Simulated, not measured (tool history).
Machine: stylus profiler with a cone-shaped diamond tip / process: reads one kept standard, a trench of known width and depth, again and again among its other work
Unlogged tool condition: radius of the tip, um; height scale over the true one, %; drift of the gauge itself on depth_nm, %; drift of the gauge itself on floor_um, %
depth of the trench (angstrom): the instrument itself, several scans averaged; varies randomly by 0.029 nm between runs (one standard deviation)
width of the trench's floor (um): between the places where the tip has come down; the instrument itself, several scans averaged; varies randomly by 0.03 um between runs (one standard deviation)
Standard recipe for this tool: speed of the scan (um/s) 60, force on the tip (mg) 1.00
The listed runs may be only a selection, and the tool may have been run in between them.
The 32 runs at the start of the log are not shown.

run	hour	speed of the scan (um/s)	force on the tip (mg)	scans with this tip	hours of work since the height scale was calibrated	depth of the trench (angstrom)	width of the trench's floor (um)
33	585.6	65	0.86	5414	695	2007.0	17.56
34	598.8	60	1.64	5497	706	2011.1	17.81
35	609.4	28	0.36	5562	714	2003.9	17.83
36	631.6	20	0.47	5700	732	2004.6	17.97
37	654.2	20	0.47	5841	750	2004.7	17.88
38	676.9	57	2.74	5981	768	2015.1	17.86
39	700.5	22	1.23	6127	787	2009.1	18.06
40	719.0	22	1.23	6242	802	2009.3	18.03
41	741.7	22	1.23	6384	820	2009.5	17.98
42	762.2	16	1.52	6511	836	2010.4	18.12
43	780.3	16	0.90	6623	851	2007.1	18.07
44	802.3	100	0.58	6760	868	2005.7	16.94
45	816.6	125	2.92	6849	880	2016.8	17.53
46	838.5	125	2.92	6985	897	2016.2	17.50

Alternative continuations, all from the tool just after run 46; predict every row:
A	858.7	106	0.58	7110	913	?	?
B	858.7	17	1.49	7110	913	?	?
C	858.7	30	0.42	7110	913	?	?
D	858.7	150	2.93	7110	913	?	?
E	858.7	54	0.46	7110	913	?	?

run	depth of the trench (angstrom)	width of the trench's floor (um)
A	2005.4	16.88
B	2009.8	18.11
C	2004.3	17.73
D	2016.4	17.37
E	2004.6	17.48
Stripped of hidden state, with their random variation kept, the same runs would have yielded:
run	depth of the trench (angstrom)	width of the trench's floor (um)
A	2005.4	16.90
B	2009.8	18.13
C	2004.3	17.74
D	2016.4	17.39
E	2004.6	17.49
